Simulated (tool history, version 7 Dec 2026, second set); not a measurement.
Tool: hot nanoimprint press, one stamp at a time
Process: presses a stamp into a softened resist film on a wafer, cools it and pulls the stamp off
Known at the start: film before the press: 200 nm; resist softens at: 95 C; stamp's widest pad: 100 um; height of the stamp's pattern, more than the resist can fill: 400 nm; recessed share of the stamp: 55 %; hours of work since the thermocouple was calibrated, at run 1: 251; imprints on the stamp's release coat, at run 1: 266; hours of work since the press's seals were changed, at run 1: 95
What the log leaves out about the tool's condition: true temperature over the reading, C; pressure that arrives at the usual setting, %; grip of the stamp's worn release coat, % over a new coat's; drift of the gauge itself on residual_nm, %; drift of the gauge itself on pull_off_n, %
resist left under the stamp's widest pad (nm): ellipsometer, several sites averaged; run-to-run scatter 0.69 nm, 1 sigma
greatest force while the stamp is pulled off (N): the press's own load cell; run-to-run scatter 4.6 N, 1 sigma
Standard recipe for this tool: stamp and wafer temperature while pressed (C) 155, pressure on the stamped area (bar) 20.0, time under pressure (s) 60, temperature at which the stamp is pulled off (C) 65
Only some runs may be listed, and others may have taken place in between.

| run | hour | stamp and wafer temperature while pressed (C) | pressure on the stamped area (bar) | time under pressure (s) | temperature at which the stamp is pulled off (C) | hours of work since the thermocouple was calibrated | imprints on the stamp's release coat | hours of work since the press's seals were changed | resist left under the stamp's widest pad (nm) | greatest force while the stamp is pulled off (N) |
|---|---|---|---|---|---|---|---|---|---|---|
| 1 | 0.0 | 155 | 20.0 | 60 | 65 | 251 | 266 | 95 | 74.6 | 236 |
| 2 | 10.0 | 155 | 20.0 | 45 | 65 | 255 | 281 | 99 | 83.6 | 228 |
| 3 | 15.9 | 155 | 20.0 | 45 | 65 | 258 | 289 | 102 | 83.9 | 236 |
| 4 | 26.2 | 155 | 20.0 | 66 | 65 | 262 | 304 | 106 | 71.6 | 242 |
| 5 | 36.2 | 155 | 20.0 | 66 | 65 | 267 | 318 | 110 | 71.8 | 237 |
| 6 | 47.4 | 155 | 20.0 | 66 | 65 | 272 | 334 | 115 | 72.3 | 232 |
| 7 | 53.6 | 155 | 20.0 | 66 | 65 | 274 | 343 | 118 | 72.2 | 242 |
| 8 | 59.5 | 155 | 20.0 | 66 | 65 | 277 | 351 | 120 | 70.6 | 234 |
| 9 | 66.0 | 155 | 20.0 | 66 | 65 | 280 | 360 | 123 | 71.2 | 239 |
| 10 | 72.5 | 155 | 20.0 | 66 | 65 | 282 | 369 | 126 | 72.1 | 238 |
| 11 | 82.0 | 155 | 20.0 | 66 | 65 | 287 | 383 | 130 | 71.5 | 245 |
| 12 | 87.0 | 155 | 20.0 | 56 | 65 | 289 | 390 | 132 | 76.0 | 239 |
| 13 | 95.1 | 155 | 20.0 | 56 | 65 | 292 | 402 | 136 | 76.7 | 233 |
|  | 98.7 | plate thermocouple calibrated |
| 14 | 109.5 | 165 | 16.0 | 114 | 65 | 5 | 418 | 141 | 35.7 | 243 |
|  | 117.7 | plate thermocouple calibrated, once more |
| 15 | 122.7 | 165 | 16.0 | 114 | 65 | 2 | 433 | 145 | 38.2 | 243 |
| 16 | 133.1 | 155 | 20.0 | 59 | 72 | 7 | 447 | 150 | 79.9 | 230 |
| 17 | 138.0 | 155 | 20.0 | 59 | 72 | 9 | 454 | 152 | 79.6 | 228 |
| 18 | 149.6 | 155 | 20.0 | 59 | 72 | 14 | 471 | 157 | 79.8 | 229 |
| 19 | 158.6 | 155 | 20.0 | 59 | 59 | 18 | 484 | 161 | 79.8 | 248 |
| 20 | 169.0 | 155 | 20.0 | 59 | 61 | 22 | 499 | 165 | 79.1 | 255 |
| 21 | 177.4 | 155 | 20.0 | 59 | 61 | 26 | 510 | 169 | 81.9 | 258 |
| 22 | 185.2 | 160 | 22.1 | 82 | 62 | 29 | 522 | 172 | 48.8 | 256 |
| 23 | 191.9 | 160 | 22.1 | 82 | 62 | 32 | 531 | 175 | 50.8 | 252 |
| 24 | 198.2 | 160 | 22.1 | 82 | 62 | 35 | 540 | 178 | 50.4 | 260 |
| 25 | 203.4 | 151 | 22.1 | 82 | 64 | 37 | 547 | 180 | 83.0 | 248 |

Below are 3 alternative next runs, each starting from the tool's condition after run 25. Predict each:
| A | 215.0 | 163 | 22.1 | 82 | 64 | 42 | 564 | 185 | ? | ? |
| B | 215.0 | 155 | 20.0 | 43 | 65 | 42 | 564 | 185 | ? | ? |
| C | 215.0 | 151 | 15.1 | 82 | 64 | 42 | 564 | 185 | ? | ? |

| run | resist left under the stamp's widest pad (nm) | greatest force while the stamp is pulled off (N) |
|---|---|---|
| A | 42.3 | 240 |
| B | 89.5 | 256 |
| C | 98.1 | 245 |
The same runs, with their run-to-run variation unchanged, on a tool lacking any hidden condition would have given:
| run | resist left under the stamp's widest pad (nm) | greatest force while the stamp is pulled off (N) |
|---|---|---|
| A | 42.4 | 217 |
| B | 89.7 | 232 |
| C | 98.4 | 223 |
